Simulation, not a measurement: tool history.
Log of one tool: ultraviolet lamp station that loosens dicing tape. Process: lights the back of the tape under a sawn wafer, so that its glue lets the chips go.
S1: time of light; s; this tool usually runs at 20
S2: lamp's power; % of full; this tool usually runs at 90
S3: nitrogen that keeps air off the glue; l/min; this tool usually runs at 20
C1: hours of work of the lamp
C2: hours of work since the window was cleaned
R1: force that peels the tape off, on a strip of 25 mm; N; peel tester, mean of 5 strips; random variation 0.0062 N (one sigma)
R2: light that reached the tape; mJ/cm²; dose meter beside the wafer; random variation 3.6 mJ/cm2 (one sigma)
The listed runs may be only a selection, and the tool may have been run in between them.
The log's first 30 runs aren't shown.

run	hour	S1	S2	S3	C1	C2	R1	R2
31	1285	15	75	7	149	136	1.211	350
32	1311.2	15	90	20	167	154	0.475	414
33	1350.8	15	90	20	195	181	0.466	414
34	1385.2	25	94	36	218	205	0.094	698
35	1440.9	13	62	20	257	243	1.351	232
36	1485.7	11	90	20	287	274	0.968	288
37	1510.5	14	90	6	305	291	1.231	360
# hour 1515.5: window cleaned of glue's vapour
38	1556.9	20	90	6	336	29	0.557	546
39	1603.2	13	68	29	368	60	0.935	266
40	1635.7	20	90	7	390	83	0.516	530
41	1673	33	67	7	416	109	0.341	648
42	1706.4	33	67	7	439	132	0.344	640
43	1742.7	13	87	9	464	157	1.169	328

Branching from run 43: 4 alternative next runs. What would each branch give?
A	1786.8	17	90	18	495	187	?	?
B	1786.8	13	87	29	495	187	?	?
C	1786.8	16	85	6	495	187	?	?
D	1786.8	11	90	20	495	187	?	?

run	R1	R2
A	0.431	432
B	0.635	322
C	1.102	381
D	1.021	283
Take away the tool's hidden state, keep each run's random variation, and the runs would have read:
run	R1	R2
A	0.292	505
B	0.449	377
C	0.837	446
D	0.763	331
